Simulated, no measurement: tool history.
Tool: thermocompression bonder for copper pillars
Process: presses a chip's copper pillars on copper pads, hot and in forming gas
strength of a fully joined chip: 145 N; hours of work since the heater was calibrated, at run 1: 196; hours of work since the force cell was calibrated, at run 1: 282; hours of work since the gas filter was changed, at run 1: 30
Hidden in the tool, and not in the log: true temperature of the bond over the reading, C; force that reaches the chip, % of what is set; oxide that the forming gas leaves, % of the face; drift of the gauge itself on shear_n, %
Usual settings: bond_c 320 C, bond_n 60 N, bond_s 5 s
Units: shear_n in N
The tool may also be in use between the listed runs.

run	day	bond_c	bond_n	bond_s	hours of work since the heater was calibrated	hours of work since the force cell was calibrated	hours of work since the gas filter was changed	shear_n
1	0.000	320	60	5	196	282	30	90.5
2	0.392	320	60	5	201	287	35	89.0
3	0.675	320	60	5	205	290	39	89.9
4	1.167	320	60	5	211	297	45	88.9
5	1.792	320	60	5	219	305	53	87.7
6	2.138	320	60	5	223	309	57	90.2
7	2.696	320	60	5	230	316	64	89.1
8	3.133	320	60	5	236	321	70	88.5
9	3.692	320	60	5	243	329	77	88.7
# day 3.829: heater calibrated with a thermocouple chip
10	4.346	320	60	5	7	336	84	89.2
# day 4.883: heater calibrated with a thermocouple chip, once more
11	5.004	320	60	7	2	343	92	101.7
12	5.488	320	60	7	8	349	98	100.1
13	5.771	320	39	4	11	353	101	57.4
14	6.200	320	39	4	17	358	107	58.6
15	6.783	320	39	4	24	365	114	58.8
16	7.396	303	43	14	32	373	122	78.0
17	7.908	320	37	3	38	380	128	48.8
18	8.375	320	37	3	44	386	134	47.6
19	8.675	320	77	3	48	389	138	95.0
20	9.071	349	77	4	53	394	143	123.8
21	9.550	301	60	12	59	400	149	91.6
22	9.917	301	60	12	64	405	154	93.6
23	10.446	301	60	4	70	412	160	65.2

The same runs without the tool's hidden state, with the same run-to-run variation:
run	shear_n
1	92.1
2	90.7
3	91.6
4	90.7
5	89.6
6	92.2
7	91.3
8	90.8
9	91.1
10	92.2
11	102.4
12	100.8
13	57.6
14	58.9
15	59.2
16	78.9
17	49.2
18	48.1
19	96.5
20	126.2
21	93.3
22	95.4
23	66.4
